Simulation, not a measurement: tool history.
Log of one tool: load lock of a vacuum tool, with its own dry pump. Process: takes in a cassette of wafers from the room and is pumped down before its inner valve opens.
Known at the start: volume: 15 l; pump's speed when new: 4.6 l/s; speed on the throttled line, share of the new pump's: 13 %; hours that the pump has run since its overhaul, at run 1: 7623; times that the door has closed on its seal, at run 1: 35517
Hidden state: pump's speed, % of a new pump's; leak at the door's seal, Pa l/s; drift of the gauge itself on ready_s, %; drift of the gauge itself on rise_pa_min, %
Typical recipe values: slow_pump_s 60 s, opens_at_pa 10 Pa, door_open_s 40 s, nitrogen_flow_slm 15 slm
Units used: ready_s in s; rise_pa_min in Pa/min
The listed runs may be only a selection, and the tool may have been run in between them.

run	day	slow_pump_s	opens_at_pa	door_open_s	nitrogen_flow_slm	hours that the pump has run since its overhaul	times that the door has closed on its seal	incoming humidity of the room's air, %	ready_s	rise_pa_min
1	0	60	10	40	15	7623	35517	44.4	83	0.047
2	18.129	60	10	40	15	8058	36663	46.1	82.8	0.049
3	40.275	60	10	40	15	8590	38062	42.2	83.4	0.043
4	52.15	60	10	40	15	8875	38812	45.2	82.7	0.045
5	72.112	60	10	40	15	9354	40073	44.9	83.3	0.048
6	91.938	60	10	40	15	9830	41326	48	82.6	0.048
7	112.071	60	10	54	15	10313	42598	46.7	83.3	0.051
8	123.6	60	10	40	15	10590	43327	47.1	82.7	0.048
9	136.117	60	10	40	15	10890	44117	46.5	82.3	0.047
10	150.442	60	10	40	15	11234	45022	43.4	83.1	0.047
11	163.238	60	10	40	15	11541	45831	44.2	83	0.052
12	178.3	35	10	40	15	11902	46782	48.5	61.3	0.052
13	198.1	60	10	40	5	12378	48033	46.8	82.9	0.058
14	210.367	60	10	40	7	12672	48808	49.3	82.6	0.065
15	233.058	96	10	40	15	13217	50242	48.5	114.6	0.058
16	253.971	60	10	40	13	13718	51563	44.5	82.3	0.05
17	271.917	60	12	40	15	14149	52697	46.7	82.6	0.048
18	283.433	60	10	40	15	14426	53425	44.5	83.3	0.051
19	302.867	34	10	40	6	14892	54653	45.9	60.4	0.055
20	328.212	34	10	40	6	15500	56254	43.5	60.3	0.056
21	350.917	34	17	33	6	16045	57688	48.4	58.3	0.058
22	366.55	40	11	40	25	16420	58676	44.7	65.8	0.044
23	378.142	44	11	40	42	16698	59408	46.1	68.6	0.032
24	402.871	44	11	40	42	17292	60971	45.1	68.8	0.03
25	414.879	52	10	65	15	17580	61730	45.4	76	0.054

Run 26, settings as shown, results not yet in. Your forecast:
26	435.621	84	8	214	7	18078	63040	41.7	?	?

ready_s: 104.7 s
rise_pa_min: 0.082 Pa/min
If the tool had no hidden condition, the same run with the same run-to-run variation would have returned ready_s 104.7 s, rise_pa_min 0.08 Pa/min.

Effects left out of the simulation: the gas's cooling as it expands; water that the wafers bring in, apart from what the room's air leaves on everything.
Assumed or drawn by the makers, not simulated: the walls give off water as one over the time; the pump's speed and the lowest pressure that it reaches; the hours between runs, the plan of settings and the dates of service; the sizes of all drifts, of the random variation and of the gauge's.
